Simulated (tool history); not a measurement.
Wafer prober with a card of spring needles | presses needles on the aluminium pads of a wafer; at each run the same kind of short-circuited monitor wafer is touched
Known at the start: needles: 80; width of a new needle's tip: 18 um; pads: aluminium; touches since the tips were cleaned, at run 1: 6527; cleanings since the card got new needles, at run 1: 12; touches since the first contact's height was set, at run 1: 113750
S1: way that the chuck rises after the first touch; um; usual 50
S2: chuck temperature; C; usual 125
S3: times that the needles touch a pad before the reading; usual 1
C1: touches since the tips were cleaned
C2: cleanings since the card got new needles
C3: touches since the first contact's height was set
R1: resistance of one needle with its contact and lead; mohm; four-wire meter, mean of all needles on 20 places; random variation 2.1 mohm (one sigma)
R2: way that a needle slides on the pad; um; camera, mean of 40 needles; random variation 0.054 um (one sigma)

| run | hour | S1 | S2 | S3 | C1 | C2 | C3 | R1 | R2 |
|---|---|---|---|---|---|---|---|---|---|
| 1 | 0 | 50 | 125 | 1 | 6527 | 12 | 113750 | 610 | 10.22 |
|  | 3.6 | tips cleaned on abrasive film |
|  | 32.8 | tips cleaned on abrasive film |
| 2 | 42 | 50 | 125 | 1 | 2664 | 14 | 125956 | 484 | 10.21 |
|  | 59.6 | tips cleaned on abrasive film |
| 3 | 83.6 | 50 | 125 | 1 | 6994 | 15 | 138083 | 645 | 10.23 |
|  | 86.3 | tips cleaned on abrasive film |
|  | 112.2 | tips cleaned on abrasive film |
| 4 | 119 | 33 | 125 | 1 | 1985 | 17 | 148367 | 722 | 6.54 |
|  | 139.9 | tips cleaned on abrasive film |
| 5 | 146.8 | 33 | 125 | 3 | 2018 | 18 | 156467 | 417 | 6.56 |
|  | 166.7 | tips cleaned on abrasive film |
| 6 | 175.8 | 33 | 125 | 3 | 2665 | 19 | 164915 | 493 | 6.55 |
|  | 193.1 | tips cleaned on abrasive film |
|  | 218.7 | tips cleaned on abrasive film |
| 7 | 226.7 | 33 | 125 | 1 | 2341 | 21 | 179736 | 774 | 6.48 |
|  | 246 | tips cleaned on abrasive film |
| 8 | 248.4 | 50 | 125 | 1 | 712 | 22 | 186055 | 339 | 10.2 |
|  | 272.5 | tips cleaned on abrasive film |
| 9 | 272.5 | 50 | 125 | 1 | 0 | 23 | 193055 | 266 | 10.07 |
| 10 | 297.6 | 36 | 125 | 1 | 7344 | 23 | 200399 | 1120 | 7.12 |

The next listed run, before its measurement:
|  | 300 | tips cleaned on abrasive film |
|  | 325.7 | tips cleaned on abrasive film |
| 11 | 343.6 | 51 | 125 | 1 | 5233 | 25 | 213776 | ? | ? |

R1: 618 mohm
R2: 10.2 um
Without the tool's hidden state the same run would have given R1 234 mohm, R2 10.69 um.
